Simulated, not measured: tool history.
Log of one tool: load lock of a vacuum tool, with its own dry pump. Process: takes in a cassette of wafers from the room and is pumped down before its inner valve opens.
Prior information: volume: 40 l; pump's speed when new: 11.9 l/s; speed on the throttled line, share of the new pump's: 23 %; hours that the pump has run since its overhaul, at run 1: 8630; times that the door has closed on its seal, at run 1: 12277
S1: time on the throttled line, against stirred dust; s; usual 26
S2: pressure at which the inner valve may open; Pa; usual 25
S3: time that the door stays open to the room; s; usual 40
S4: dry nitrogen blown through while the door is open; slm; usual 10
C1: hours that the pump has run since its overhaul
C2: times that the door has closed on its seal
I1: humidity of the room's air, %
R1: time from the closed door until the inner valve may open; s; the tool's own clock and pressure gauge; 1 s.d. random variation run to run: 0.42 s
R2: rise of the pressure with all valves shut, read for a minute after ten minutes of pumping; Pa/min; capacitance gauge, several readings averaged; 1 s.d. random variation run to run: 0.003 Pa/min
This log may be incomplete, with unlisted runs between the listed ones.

run      day  S1  S2   S3  S4     C1     C2    I1    R1     R2
  1        0  26  25   40  10   8630  12277  47.6  53.1  0.093
  2   16.504  26  25   40  10   9026  13944  44.5  53.3  0.111
  3   33.862  26  21   40  10   9443  15698  47.3  53.7  0.125
  4   52.446  26  21   40  10   9889  17576  42.6  54.3  0.125
  5   69.088  26  21   40  10  10288  19257  44.4  54.6  0.159
  6   81.496  26  21   40  10  10586  20511  46.9  54.4  0.174
      95.183  -- door's seal changed, seat wiped
  7   96.662  26  25   40  10  10948    149  47.8  54.8   0.04
  8  120.967  26  21   94  10  11532   2605  43.6  55.4  0.067
     134.383  -- dry pump taken out, an overhauled one fitted
  9  138.988  26  21   94  10    110   4401  46.5  48.3  0.073
 10  159.762  26  21   94  10    609   6500    45    49  0.079
 11  187.821  17  25   90  24   1282   9335  40.7  42.5  0.072
 12  207.733  17  25   28  18   1760  11347  44.2  42.3  0.077
 13  227.421  18  25   33  40   2233  13336  42.6  43.4  0.077
 14  245.208  19  19  140  32   2660  15134  43.5  45.3  0.113

What if the next run were any one of these 5? Each begins from the tool's condition after run 14:
  A  270.892  26  22   34   6  3276  17729  39.1   ?   ?
  B  270.892  19  20   54   9  3276  17729    41   ?   ?
  C  270.892  35  19  140  24  3276  17729  42.3   ?   ?
  D  270.892  19  22  140  24  3276  17729  46.2   ?   ?
  E  270.892  21  25  157  36  3276  17729  45.6   ?   ?

run    R1     R2
  A    50  0.133
  B  46.3  0.141
  C  57.4  0.148
  D  45.1  0.147
  E  46.2   0.14
Take away the tool's hidden state, keep each run's random variation, and the runs would have read:
run    R1     R2
  A  48.2  0.034
  B  44.3  0.045
  C  55.7  0.052
  D  43.1  0.051
  E  44.3  0.043

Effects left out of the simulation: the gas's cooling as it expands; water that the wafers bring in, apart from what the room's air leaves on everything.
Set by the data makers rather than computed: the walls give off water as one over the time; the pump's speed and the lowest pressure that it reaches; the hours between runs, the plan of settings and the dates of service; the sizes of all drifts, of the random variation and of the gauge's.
